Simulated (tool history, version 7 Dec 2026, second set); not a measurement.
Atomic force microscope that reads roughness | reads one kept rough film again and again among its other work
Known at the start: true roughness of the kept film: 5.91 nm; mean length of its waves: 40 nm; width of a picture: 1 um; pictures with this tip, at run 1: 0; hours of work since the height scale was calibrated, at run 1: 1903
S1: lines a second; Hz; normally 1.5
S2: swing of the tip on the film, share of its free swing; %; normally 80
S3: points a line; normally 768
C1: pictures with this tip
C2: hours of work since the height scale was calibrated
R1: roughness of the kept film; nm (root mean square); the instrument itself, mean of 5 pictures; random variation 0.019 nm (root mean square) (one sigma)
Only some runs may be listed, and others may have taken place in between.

run   hour    S1  S2   S3  C1    C2     R1
  1      0   1.5  80  768   0  1903  4.632
        46  -- new tip fitted
  2   60.4  0.73  80  768  27  1946   4.95
      85.2  -- new tip fitted
     125.5  -- new tip fitted
  3  139.7  0.73  80  768  27  2002  4.946
     168.7  -- new tip fitted
  4  183.8  1.14  80  768  28  2033  4.745
     210.8  -- new tip fitted
  5  242.7   1.5  80  768  59  2074  4.657
     252.5  -- new tip fitted
     294.8  -- new tip fitted
  6  297.7   1.5  80  768   6  2112  4.568
     340.9  -- new tip fitted
       371  -- height scale calibrated on a step standard
     381.9  -- new tip fitted
  7  386.3   1.5  80  768   8    11  4.602
     424.8  -- new tip fitted
     464.4  -- new tip fitted
  8  472.3   1.5  80  721  15    71  4.582
     508.2  -- new tip fitted
  9  537.6   1.5  80  721  55   117  4.552
     552.6  -- new tip fitted
       592  -- new tip fitted
 10    592   1.5  80  721   0   155  4.599
     634.3  -- new tip fitted
       676  -- new tip fitted
 11  678.7   1.5  80  384   5   216  4.595

What will run 12 give?
     715.5  -- new tip fitted
 12  738.4  0.75  80  384  42  258   ?

{"run 12": {"R1": 4.944}}
On a tool with no hidden condition, and with the same random variation, this run would have come out at R1 4.952 nm (root mean square).
